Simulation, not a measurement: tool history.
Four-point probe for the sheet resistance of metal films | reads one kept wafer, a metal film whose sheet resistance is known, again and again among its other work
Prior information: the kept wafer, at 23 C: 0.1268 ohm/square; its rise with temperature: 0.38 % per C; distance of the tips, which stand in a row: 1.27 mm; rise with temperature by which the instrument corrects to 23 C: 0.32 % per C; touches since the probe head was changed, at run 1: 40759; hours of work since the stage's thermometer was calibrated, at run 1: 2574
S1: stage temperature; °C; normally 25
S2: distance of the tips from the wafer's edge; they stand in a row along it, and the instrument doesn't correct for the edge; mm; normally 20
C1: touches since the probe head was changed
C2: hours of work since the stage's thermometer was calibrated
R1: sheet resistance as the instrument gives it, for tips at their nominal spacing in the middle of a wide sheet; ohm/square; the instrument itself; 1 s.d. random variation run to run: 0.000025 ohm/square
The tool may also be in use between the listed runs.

run,day,S1,S2,C1,C2,R1
1,0,25,20,40759,2574,0.128087
2,1.446,25,20,42046,2600,0.128088
3,4.342,25,9,44621,2651,0.129219
4,7.225,25,9,47185,2702,0.129203
5,9.017,26,20,48781,2734,0.128188
6,11.433,33,20,50929,2777,0.128709
7,14.183,33,20,53376,2826,0.128712
8,15.825,33,20,54837,2855,0.128682
9,17.4,31,20,56236,2883,0.128575
10,19.158,31,20,57799,2914,0.128575
11,20.788,31,20,59252,2943,0.128599
12,22.146,31,20,60459,2967,0.128534
# day 23.871: stage's thermometer calibrated
13,24.221,25,12,62287,6,0.128204
14,25.629,25,12,63537,31,0.128172
15,28.508,25,12,66101,82,0.128223
16,31.029,25,12,68340,127,0.128217
17,32.562,23,46,69707,154,0.127362
18,35.471,20,9,72294,206,0.12844
19,37.571,26,9,74160,243,0.128915
20,40.662,26,13,76911,298,0.128208
21,43.579,24,5,79506,350,0.131735
22,44.996,24,5,80764,375,0.131678
23,48,24,5,83436,429,0.131706
24,49.629,20,28,84888,458,0.127301
25,52.183,20,28,87157,503,0.127337
26,54.862,20,28,89542,551,0.127333
27,56.554,28,13,91048,581,0.128385
28,59.15,28,13,93355,627,0.128474
29,62.079,28,13,95961,679,0.128458
30,63.433,28,6,97165,703,0.13084

Alternative continuations, all from the tool just after run 30; predict every row:
A,65.162,32,5,98705,734,?
B,65.162,22,32,98705,734,?
C,65.162,20,10,98705,734,?
D,65.162,28,30,98705,734,?
E,65.162,25,6,98705,734,?

run,R1
A,0.132415
B,0.127512
C,0.128346
D,0.127919
E,0.130683
Take away the tool's hidden state, keep each run's random variation, and the runs would have read:
run,R1
A,0.131724
B,0.126841
C,0.127671
D,0.127249
E,0.129998

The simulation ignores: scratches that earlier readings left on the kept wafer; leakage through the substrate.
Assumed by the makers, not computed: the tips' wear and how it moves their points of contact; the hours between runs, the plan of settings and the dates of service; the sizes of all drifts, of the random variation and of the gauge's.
